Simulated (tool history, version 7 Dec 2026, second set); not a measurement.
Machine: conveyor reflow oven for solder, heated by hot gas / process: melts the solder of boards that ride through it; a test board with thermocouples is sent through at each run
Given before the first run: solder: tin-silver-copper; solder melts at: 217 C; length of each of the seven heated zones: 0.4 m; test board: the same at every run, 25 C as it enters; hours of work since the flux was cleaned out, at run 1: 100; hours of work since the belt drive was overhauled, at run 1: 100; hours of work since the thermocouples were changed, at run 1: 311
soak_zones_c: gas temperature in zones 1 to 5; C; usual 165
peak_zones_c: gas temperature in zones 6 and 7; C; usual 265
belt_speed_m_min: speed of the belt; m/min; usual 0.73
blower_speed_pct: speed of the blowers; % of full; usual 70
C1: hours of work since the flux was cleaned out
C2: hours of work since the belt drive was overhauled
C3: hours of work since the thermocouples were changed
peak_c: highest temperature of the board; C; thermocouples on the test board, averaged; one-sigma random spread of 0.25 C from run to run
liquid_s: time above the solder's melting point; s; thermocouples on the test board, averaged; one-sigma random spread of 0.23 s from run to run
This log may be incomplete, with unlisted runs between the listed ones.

run 1 hour=0 | soak_zones_c=165 peak_zones_c=265 belt_speed_m_min=0.73 blower_speed_pct=70 | C1=100 C2=100 C3=311 | peak_c=249.8 liquid_s=45.4
run 2 hour=12.7 | soak_zones_c=165 peak_zones_c=265 belt_speed_m_min=0.73 blower_speed_pct=70 | C1=108 C2=108 C3=319 | peak_c=249.7 liquid_s=45
run 3 hour=28.7 | soak_zones_c=165 peak_zones_c=265 belt_speed_m_min=0.73 blower_speed_pct=70 | C1=118 C2=118 C3=329 | peak_c=249.7 liquid_s=45.1
run 4 hour=53.4 | soak_zones_c=177 peak_zones_c=265 belt_speed_m_min=0.73 blower_speed_pct=70 | C1=133 C2=133 C3=344 | peak_c=251.6 liquid_s=50.2
run 5 hour=64.4 | soak_zones_c=177 peak_zones_c=265 belt_speed_m_min=0.73 blower_speed_pct=70 | C1=140 C2=140 C3=350 | peak_c=252.1 liquid_s=50.5
run 6 hour=74.5 | soak_zones_c=177 peak_zones_c=265 belt_speed_m_min=0.73 blower_speed_pct=70 | C1=146 C2=146 C3=357 | peak_c=251.5 liquid_s=50
run 7 hour=87.4 | soak_zones_c=177 peak_zones_c=265 belt_speed_m_min=0.73 blower_speed_pct=70 | C1=154 C2=154 C3=365 | peak_c=251.2 liquid_s=50
run 8 hour=109 | soak_zones_c=177 peak_zones_c=265 belt_speed_m_min=0.73 blower_speed_pct=70 | C1=167 C2=167 C3=378 | peak_c=251.7 liquid_s=49.8
run 9 hour=121.3 | soak_zones_c=177 peak_zones_c=265 belt_speed_m_min=0.73 blower_speed_pct=70 | C1=175 C2=175 C3=386 | peak_c=251.6 liquid_s=49.8
run 10 hour=143.2 | soak_zones_c=177 peak_zones_c=265 belt_speed_m_min=0.73 blower_speed_pct=70 | C1=188 C2=188 C3=399 | peak_c=251.4 liquid_s=49.7
run 11 hour=159.7 | soak_zones_c=165 peak_zones_c=265 belt_speed_m_min=0.73 blower_speed_pct=70 | C1=199 C2=199 C3=409 | peak_c=249 liquid_s=44.7
run 12 hour=175.2 | soak_zones_c=165 peak_zones_c=265 belt_speed_m_min=0.73 blower_speed_pct=70 | C1=208 C2=208 C3=419 | peak_c=249 liquid_s=44.6
run 13 hour=195.3 | soak_zones_c=165 peak_zones_c=265 belt_speed_m_min=0.73 blower_speed_pct=70 | C1=220 C2=220 C3=431 | peak_c=249 liquid_s=44.8
run 14 hour=209 | soak_zones_c=165 peak_zones_c=265 belt_speed_m_min=0.73 blower_speed_pct=70 | C1=229 C2=229 C3=440 | peak_c=248.9 liquid_s=44.4
run 15 hour=228.7 | soak_zones_c=165 peak_zones_c=265 belt_speed_m_min=0.738 blower_speed_pct=70 | C1=241 C2=241 C3=452 | peak_c=248.8 liquid_s=43.7
run 16 hour=240.6 | soak_zones_c=165 peak_zones_c=265 belt_speed_m_min=0.738 blower_speed_pct=70 | C1=248 C2=248 C3=459 | peak_c=248.5 liquid_s=43.6
run 17 hour=250.9 | soak_zones_c=165 peak_zones_c=265 belt_speed_m_min=0.677 blower_speed_pct=70 | C1=255 C2=255 C3=465 | peak_c=251.8 liquid_s=50.1
run 18 hour=266.2 | soak_zones_c=165 peak_zones_c=265 belt_speed_m_min=0.866 blower_speed_pct=70 | C1=264 C2=264 C3=475 | peak_c=242.2 liquid_s=31.5
run 19 hour=283.1 | soak_zones_c=165 peak_zones_c=265 belt_speed_m_min=0.675 blower_speed_pct=73 | C1=275 C2=275 C3=485 | peak_c=251.9 liquid_s=51
run 20 hour=305.2 | soak_zones_c=177 peak_zones_c=266 belt_speed_m_min=0.675 blower_speed_pct=73 | C1=288 C2=288 C3=499 | peak_c=254.6 liquid_s=56.7
run 21 hour=319.1 | soak_zones_c=159 peak_zones_c=276 belt_speed_m_min=0.677 blower_speed_pct=59 | C1=297 C2=297 C3=507 | peak_c=256.4 liquid_s=51.3
run 22 hour=343.3 | soak_zones_c=157 peak_zones_c=265 belt_speed_m_min=0.73 blower_speed_pct=57 | C1=312 C2=312 C3=522 | peak_c=241.9 liquid_s=35.6
run 23 hour=362.9 | soak_zones_c=155 peak_zones_c=256 belt_speed_m_min=0.789 blower_speed_pct=60 | C1=324 C2=324 C3=534 | peak_c=231.6 liquid_s=22.7
run 24 hour=387.8 | soak_zones_c=176 peak_zones_c=256 belt_speed_m_min=0.789 blower_speed_pct=64 | C1=339 C2=339 C3=550 | peak_c=238.4 liquid_s=34.7
run 25 hour=399.4 | soak_zones_c=165 peak_zones_c=279 belt_speed_m_min=0.666 blower_speed_pct=70 | C1=346 C2=346 C3=557 | peak_c=263.4 liquid_s=58.2
run 26 hour=419.6 | soak_zones_c=171 peak_zones_c=274 belt_speed_m_min=0.73 blower_speed_pct=70 | C1=359 C2=359 C3=569 | peak_c=257.2 liquid_s=50.3
run 27 hour=430.1 | soak_zones_c=171 peak_zones_c=274 belt_speed_m_min=0.73 blower_speed_pct=70 | C1=365 C2=365 C3=576 | peak_c=257 liquid_s=51.2
run 28 hour=444.7 | soak_zones_c=171 peak_zones_c=274 belt_speed_m_min=0.73 blower_speed_pct=70 | C1=374 C2=374 C3=585 | peak_c=257 liquid_s=50.9
run 29 hour=454.9 | soak_zones_c=165 peak_zones_c=269 belt_speed_m_min=0.73 blower_speed_pct=70 | C1=380 C2=380 C3=591 | peak_c=251.5 liquid_s=45.4

Alternative continuations, all from the tool just after run 29; predict every row:
run A hour=467.4 | soak_zones_c=165 peak_zones_c=269 belt_speed_m_min=0.774 blower_speed_pct=70 | C1=388 C2=388 C3=599 | peak_c=? liquid_s=?
run B hour=467.4 | soak_zones_c=165 peak_zones_c=265 belt_speed_m_min=0.719 blower_speed_pct=70 | C1=388 C2=388 C3=599 | peak_c=? liquid_s=?
run C hour=467.4 | soak_zones_c=165 peak_zones_c=275 belt_speed_m_min=0.807 blower_speed_pct=75 | C1=388 C2=388 C3=599 | peak_c=? liquid_s=?

run=A peak_c=248.8 liquid_s=41.8
run=B peak_c=248.7 liquid_s=44.8
run=C peak_c=254.2 liquid_s=42.7
With the hidden condition removed and each run's random variation left untouched, the same runs would have given:
run=A peak_c=251.4 liquid_s=44
run=B peak_c=250.8 liquid_s=46.9
run=C peak_c=257.3 liquid_s=44.8
